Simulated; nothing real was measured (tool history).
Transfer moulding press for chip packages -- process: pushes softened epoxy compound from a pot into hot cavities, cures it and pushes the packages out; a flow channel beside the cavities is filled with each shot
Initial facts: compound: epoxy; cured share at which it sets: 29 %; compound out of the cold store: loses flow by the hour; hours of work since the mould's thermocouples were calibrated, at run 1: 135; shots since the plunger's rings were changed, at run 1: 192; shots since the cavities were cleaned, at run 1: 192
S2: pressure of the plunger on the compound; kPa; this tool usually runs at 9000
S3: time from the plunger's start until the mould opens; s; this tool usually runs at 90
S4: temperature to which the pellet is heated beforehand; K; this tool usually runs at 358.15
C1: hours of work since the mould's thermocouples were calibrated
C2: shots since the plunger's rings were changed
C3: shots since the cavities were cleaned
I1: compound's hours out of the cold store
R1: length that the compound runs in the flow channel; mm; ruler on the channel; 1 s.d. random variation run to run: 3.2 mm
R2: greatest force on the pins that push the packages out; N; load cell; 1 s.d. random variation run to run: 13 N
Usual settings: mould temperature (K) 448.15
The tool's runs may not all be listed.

{"run": 1, "day": 0.0, "mould temperature (K)": 448.15, "S2": 9000, "S3": 90, "S4": 358.15, "C1": 135, "C2": 192, "C3": 192, "I1": 37.3, "R1": 655, "R2": 733}
{"day": 0.725, "done": "cavities cleaned with cleaning compound and waxed"}
{"run": 2, "day": 1.504, "mould temperature (K)": 448.15, "S2": 9000, "S3": 90, "S4": 358.15, "C1": 162, "C2": 704, "C3": 276, "I1": 20.9, "R1": 673, "R2": 771}
{"day": 2.029, "done": "cavities cleaned with cleaning compound and waxed"}
{"day": 3.521, "done": "cavities cleaned with cleaning compound and waxed"}
{"run": 3, "day": 3.771, "mould temperature (K)": 448.15, "S2": 9000, "S3": 90, "S4": 358.15, "C1": 201, "C2": 1465, "C3": 89, "I1": 21.9, "R1": 662, "R2": 647}
{"day": 4.788, "done": "cavities cleaned with cleaning compound and waxed"}
{"day": 6.125, "done": "cavities cleaned with cleaning compound and waxed"}
{"run": 4, "day": 6.275, "mould temperature (K)": 454.15, "S2": 9000, "S3": 90, "S4": 358.15, "C1": 245, "C2": 2309, "C3": 52, "I1": 17.1, "R1": 643, "R2": 488}
{"day": 7.312, "done": "plunger's sealing rings changed"}
{"day": 7.496, "done": "cavities cleaned with cleaning compound and waxed"}
{"day": 8.767, "done": "cavities cleaned with cleaning compound and waxed"}
{"run": 5, "day": 8.767, "mould temperature (K)": 454.15, "S2": 9000, "S3": 90, "S4": 358.15, "C1": 286, "C2": 473, "C3": 0, "I1": 25.8, "R1": 648, "R2": 446}
{"day": 10.079, "done": "cavities cleaned with cleaning compound and waxed"}
{"run": 6, "day": 10.712, "mould temperature (K)": 454.15, "S2": 9000, "S3": 90, "S4": 358.15, "C1": 321, "C2": 1141, "C3": 225, "I1": 20.4, "R1": 647, "R2": 540}
{"day": 11.429, "done": "cavities cleaned with cleaning compound and waxed"}
{"day": 12.85, "done": "cavities cleaned with cleaning compound and waxed"}
{"run": 7, "day": 12.892, "mould temperature (K)": 454.15, "S2": 9000, "S3": 90, "S4": 358.15, "C1": 358, "C2": 1870, "C3": 15, "I1": 31.9, "R1": 631, "R2": 481}
{"day": 14.246, "done": "cavities cleaned with cleaning compound and waxed"}
{"run": 8, "day": 14.258, "mould temperature (K)": 445.15, "S2": 9000, "S3": 90, "S4": 358.15, "C1": 382, "C2": 2333, "C3": 5, "I1": 41.4, "R1": 645, "R2": 785}
{"day": 15.267, "done": "plunger's sealing rings changed"}
{"day": 15.762, "done": "cavities cleaned with cleaning compound and waxed"}
{"run": 9, "day": 16.725, "mould temperature (K)": 445.15, "S2": 9000, "S3": 90, "S4": 358.15, "C1": 424, "C2": 494, "C3": 341, "I1": 35.2, "R1": 666, "R2": 1001}
{"day": 17.142, "done": "cavities cleaned with cleaning compound and waxed"}
{"day": 18.521, "done": "cavities cleaned with cleaning compound and waxed"}
{"run": 10, "day": 19.142, "mould temperature (K)": 445.15, "S2": 9000, "S3": 89, "S4": 358.15, "C1": 466, "C2": 1309, "C3": 221, "I1": 40.2, "R1": 650, "R2": 966}
{"day": 19.983, "done": "cavities cleaned with cleaning compound and waxed"}
{"day": 21.242, "done": "cavities cleaned with cleaning compound and waxed"}
{"run": 11, "day": 21.354, "mould temperature (K)": 445.15, "S2": 9000, "S3": 89, "S4": 358.15, "C1": 504, "C2": 2050, "C3": 40, "I1": 12.6, "R1": 684, "R2": 865}
{"day": 22.542, "done": "cavities cleaned with cleaning compound and waxed"}
{"run": 12, "day": 22.596, "mould temperature (K)": 445.15, "S2": 9000, "S3": 89, "S4": 358.15, "C1": 526, "C2": 2469, "C3": 19, "I1": 28.3, "R1": 658, "R2": 834}
{"day": 23.246, "done": "plunger's sealing rings changed"}
{"day": 24.058, "done": "cavities cleaned with cleaning compound and waxed"}
{"run": 13, "day": 24.679, "mould temperature (K)": 443.15, "S2": 8480, "S3": 89, "S4": 354.15, "C1": 561, "C2": 487, "C3": 220, "I1": 41.1, "R1": 645, "R2": 1097}
{"day": 25.467, "done": "cavities cleaned with cleaning compound and waxed"}
{"run": 14, "day": 26.262, "mould temperature (K)": 443.15, "S2": 8480, "S3": 129, "S4": 349.15, "C1": 589, "C2": 1026, "C3": 282, "I1": 29.8, "R1": 658, "R2": 588}
{"day": 26.788, "done": "cavities cleaned with cleaning compound and waxed"}
{"day": 28.125, "done": "cavities cleaned with cleaning compound and waxed"}
{"run": 15, "day": 28.842, "mould temperature (K)": 451.15, "S2": 10600, "S3": 90, "S4": 358.15, "C1": 634, "C2": 1899, "C3": 255, "I1": 40.6, "R1": 678, "R2": 642}
{"day": 29.429, "done": "cavities cleaned with cleaning compound and waxed"}
{"day": 30.775, "done": "cavities cleaned with cleaning compound and waxed"}
{"day": 31.167, "done": "plunger's sealing rings changed"}
{"run": 16, "day": 31.575, "mould temperature (K)": 447.15, "S2": 7010, "S3": 127, "S4": 364.15, "C1": 680, "C2": 144, "C3": 247, "I1": 24.7, "R1": 594, "R2": 503}
{"day": 32.271, "done": "cavities cleaned with cleaning compound and waxed"}
{"day": 33.612, "done": "cavities cleaned with cleaning compound and waxed"}
{"run": 17, "day": 33.996, "mould temperature (K)": 447.15, "S2": 7010, "S3": 127, "S4": 364.15, "C1": 722, "C2": 960, "C3": 137, "I1": 11, "R1": 607, "R2": 480}
{"day": 34.925, "done": "cavities cleaned with cleaning compound and waxed"}
{"day": 36.221, "done": "cavities cleaned with cleaning compound and waxed"}
{"run": 18, "day": 36.221, "mould temperature (K)": 444.15, "S2": 9000, "S3": 129, "S4": 358.15, "C1": 760, "C2": 1705, "C3": 0, "I1": 46, "R1": 637, "R2": 449}
{"day": 37.262, "done": "mould's thermocouples calibrated"}
{"run": 19, "day": 37.492, "mould temperature (K)": 444.15, "S2": 9000, "S3": 129, "S4": 358.15, "C1": 4, "C2": 2127, "C3": 422, "I1": 39.8, "R1": 637, "R2": 557}
{"day": 37.696, "done": "cavities cleaned with cleaning compound and waxed"}
{"day": 39.188, "done": "plunger's sealing rings changed"}
{"day": 39.25, "done": "cavities cleaned with cleaning compound and waxed"}
{"run": 20, "day": 39.679, "mould temperature (K)": 448.15, "S2": 9400, "S3": 77, "S4": 358.15, "C1": 40, "C2": 153, "C3": 153, "I1": 45.6, "R1": 651, "R2": 947}
{"day": 40.604, "done": "cavities cleaned with cleaning compound and waxed"}
{"run": 21, "day": 41.379, "mould temperature (K)": 448.15, "S2": 9400, "S3": 77, "S4": 358.15, "C1": 70, "C2": 734, "C3": 276, "I1": 15, "R1": 695, "R2": 1131}

What if the next run were any one of these 3? Each begins from the tool's condition after run 21:
{"day": 42.071, "done": "cavities cleaned with cleaning compound and waxed"}
{"run": "A", "day": 42.708, "mould temperature (K)": 448.15, "S2": 7450, "S3": 77, "S4": 360.15, "C1": 93, "C2": 1184, "C3": 226, "I1": 41.3, "R1": "?", "R2": "?"}
{"day": 42.071, "done": "cavities cleaned with cleaning compound and waxed"}
{"run": "B", "day": 42.708, "mould temperature (K)": 448.15, "S2": 9400, "S3": 81, "S4": 352.15, "C1": 93, "C2": 1184, "C3": 226, "I1": 39.7, "R1": "?", "R2": "?"}
{"day": 42.071, "done": "cavities cleaned with cleaning compound and waxed"}
{"run": "C", "day": 42.708, "mould temperature (K)": 454.15, "S2": 8920, "S3": 99, "S4": 358.15, "C1": 93, "C2": 1184, "C3": 226, "I1": 27.8, "R1": "?", "R2": "?"}

run=A R1=580 R2=1039
run=B R1=647 R2=952
run=C R1=637 R2=479
Stripped of hidden state, with their random variation kept, the same runs would have yielded:
run=A R1=592 R2=857
run=B R1=660 R2=786
run=C R1=649 R2=395

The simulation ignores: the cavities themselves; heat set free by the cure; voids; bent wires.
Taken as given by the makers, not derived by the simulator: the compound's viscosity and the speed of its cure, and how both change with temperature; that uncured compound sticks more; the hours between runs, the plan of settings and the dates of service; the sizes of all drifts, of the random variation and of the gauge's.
